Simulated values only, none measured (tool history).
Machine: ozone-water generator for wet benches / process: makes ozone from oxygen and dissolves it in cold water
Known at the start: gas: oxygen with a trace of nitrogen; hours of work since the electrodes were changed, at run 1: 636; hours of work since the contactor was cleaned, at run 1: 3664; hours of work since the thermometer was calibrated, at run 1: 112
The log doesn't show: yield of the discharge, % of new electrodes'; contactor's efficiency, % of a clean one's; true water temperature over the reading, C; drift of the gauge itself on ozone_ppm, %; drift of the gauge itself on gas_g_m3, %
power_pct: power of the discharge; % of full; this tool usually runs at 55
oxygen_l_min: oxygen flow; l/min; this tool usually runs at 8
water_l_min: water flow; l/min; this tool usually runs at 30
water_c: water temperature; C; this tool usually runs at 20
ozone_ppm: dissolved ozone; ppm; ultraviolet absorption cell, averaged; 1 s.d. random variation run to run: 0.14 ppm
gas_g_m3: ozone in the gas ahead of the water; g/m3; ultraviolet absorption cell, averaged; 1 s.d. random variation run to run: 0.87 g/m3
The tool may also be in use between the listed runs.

run    hour  power_pct  oxygen_l_min  water_l_min  water_c  hours of work since the electrodes were changed  hours of work since the contactor was cleaned  hours of work since the thermometer was calibrated  ozone_ppm  gas_g_m3
  1       0         55             8           30       20                                              636                                           3664                                                 112       15.8     140.4
  2    23.5         55             8           30       20                                              653                                           3681                                                 128       15.5     140.7
  3    60.7         55             8           30       20                                              679                                           3707                                                 155       15.9     139.9
  4   100.4         55             8           30       20                                              707                                           3735                                                 183       15.5     138.7
  5   142.6         55             8           30       20                                              737                                           3765                                                 213       15.7     140.1
  6   189.7         55             8           30       20                                              770                                           3799                                                 246       15.4     139.2
  7   227.8         55             8           30       20                                              797                                           3826                                                 273       15.7       138
  8   262.6         55             8           30       20                                              822                                           3850                                                 298       15.7     138.9
  9   291.5         55             8           30       20                                              842                                           3871                                                 318       15.5     138.7
 10   317.7         55             8           30       20                                              861                                           3889                                                 337       15.8     138.6
 11   350.1         55             8           30       20                                              884                                           3912                                                 360       15.5     141.4
 12   380.6         55             8           30       20                                              906                                           3934                                                 381       15.6     138.2
 13   410.2         55             8           30       20                                              927                                           3955                                                 402       15.5     138.5
 14   434.9         55             8           30       20                                              944                                           3972                                                 420       15.7     140.1
 15     461         55             8           30       20                                              963                                           3991                                                 438       15.6     139.2
 16     504         55             8           30       20                                              993                                           4021                                                 469       15.6     138.8
 17   537.4         55          10.7           30       20                                             1017                                           4045                                                 493       15.4     117.6
 18   567.6         79          4.58           27       22                                             1038                                           4066                                                 514       20.3     240.8
      573.7  -- contactor cleaned
 19     619         54          4.58           27       13                                             1072                                             32                                                 548         18       192
 20   651.8         69             8           30       21                                             1095                                             55                                                 571       17.2     158.2
      659.6  -- contactor cleaned, once more
 21   699.9         75             8           24       18                                             1126                                             29                                                 602       22.6     165.1
 22   730.3         75             8           24       18                                             1148                                             50                                                 624       23.2     164.4
 23   767.4         98             8           27       20                                             1174                                             76                                                 650       23.3     191.8
 24   798.8         55          4.55           30       21                                             1196                                             99                                                 672       15.5       195
 25   824.2         55          4.55           30       21                                             1214                                            117                                                 690       15.7       194
 26   844.7         55          4.55           30       12                                             1229                                            131                                                 705         17     196.1
 27   864.6         55          5.05           30       18                                             1243                                            145                                                 719       16.2     182.8
 28   886.2         55         12.31           32       20                                             1258                                            161                                                 734       14.2       107
 29   909.7         74         11.98           28       20                                             1275                                            177                                                 751       18.2     126.1
 30   942.7         68         14.01           30       20                                             1298                                            201                                                 774       16.2     111.4
 31   965.6         76             8           30       25                                             1314                                            217                                                 790       17.2     165.4
 32     997         93         14.04           20       25                                             1337                                            239                                                 813       21.5     130.7
 33  1019.7         93         14.04           20       25                                             1353                                            255                                                 829       21.5     130.7

Each row is a separate what-if for the run after 33, all from the same tool condition, not one after another. Results?
  A  1061.2         93          4.01           47       24                                             1382                                            285                                                 858          ?         ?
  B  1061.2         61          4.79           20       25                                             1382                                            285                                                 858          ?         ?
  C  1061.2         55         13.37           39       13                                             1382                                            285                                                 858          ?         ?

run  ozone_ppm  gas_g_m3
  A       12.7       280
  B       21.4     201.6
  C       13.4     101.1
Without the tool's unlogged condition, the same runs would have read:
run  ozone_ppm  gas_g_m3
  A       13.4     292.2
  B       22.2     208.6
  C         14     104.4

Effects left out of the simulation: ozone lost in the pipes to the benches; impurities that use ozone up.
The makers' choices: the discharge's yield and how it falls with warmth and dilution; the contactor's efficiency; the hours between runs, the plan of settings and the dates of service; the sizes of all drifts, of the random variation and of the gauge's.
